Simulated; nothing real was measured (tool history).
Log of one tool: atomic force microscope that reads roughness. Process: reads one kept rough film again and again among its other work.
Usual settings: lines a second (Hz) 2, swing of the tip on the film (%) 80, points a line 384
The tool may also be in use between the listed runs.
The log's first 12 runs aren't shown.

run,hour,lines a second (Hz),swing of the tip on the film (%),points a line,pictures with this tip,hours of work since the height scale was calibrated,roughness of the kept film (nm (root mean square))
13,70.8,0.56,80,626,289,162,2.739
14,78.6,0.56,80,626,297,165,2.733
15,87.6,2,57,384,306,169,2.682
16,96.5,2,57,384,315,172,2.66
17,105.3,1.25,80,384,324,176,2.558
18,111.5,2,80,384,331,179,2.47
# hour 113.1: new tip fitted
19,117.8,2,80,384,5,181,2.926
20,123.5,2.09,58,384,11,183,3.116
21,132.1,0.93,58,384,20,187,3.162
22,137.5,0.58,80,922,25,189,3.145
23,142.1,2.66,83,313,30,191,2.719
24,149.2,0.77,71,313,37,194,3.075
25,155.6,2,80,838,44,197,2.909
26,159.6,2.2,67,320,48,199,2.975
27,167.1,2.2,67,320,56,202,2.959
28,174.6,3.59,80,267,64,205,2.595
29,183.4,0.84,63,690,73,208,3.102
30,187.8,0.55,79,806,77,210,3.052
31,193.2,2,72,384,83,213,2.869
32,199.5,2,72,384,89,215,2.879
33,208,0.65,85,922,98,219,2.988
34,214.9,1.57,66,669,105,222,2.966
35,218.9,1.57,66,669,109,223,2.949
36,227.7,0.62,81,488,118,227,2.948
37,235.5,1.37,80,260,126,230,2.761

Forecast each of these 3 alternatives for the next run:
A,240.7,0.61,73,895,132,232,?
B,240.7,2.67,80,287,132,232,?
C,240.7,0.51,57,682,132,232,?

run,roughness of the kept film (nm (root mean square))
A,2.977
B,2.632
C,3.021
Without the tool's hidden state the same runs would have given:
run,roughness of the kept film (nm (root mean square))
A,3.251
B,2.873
C,3.299

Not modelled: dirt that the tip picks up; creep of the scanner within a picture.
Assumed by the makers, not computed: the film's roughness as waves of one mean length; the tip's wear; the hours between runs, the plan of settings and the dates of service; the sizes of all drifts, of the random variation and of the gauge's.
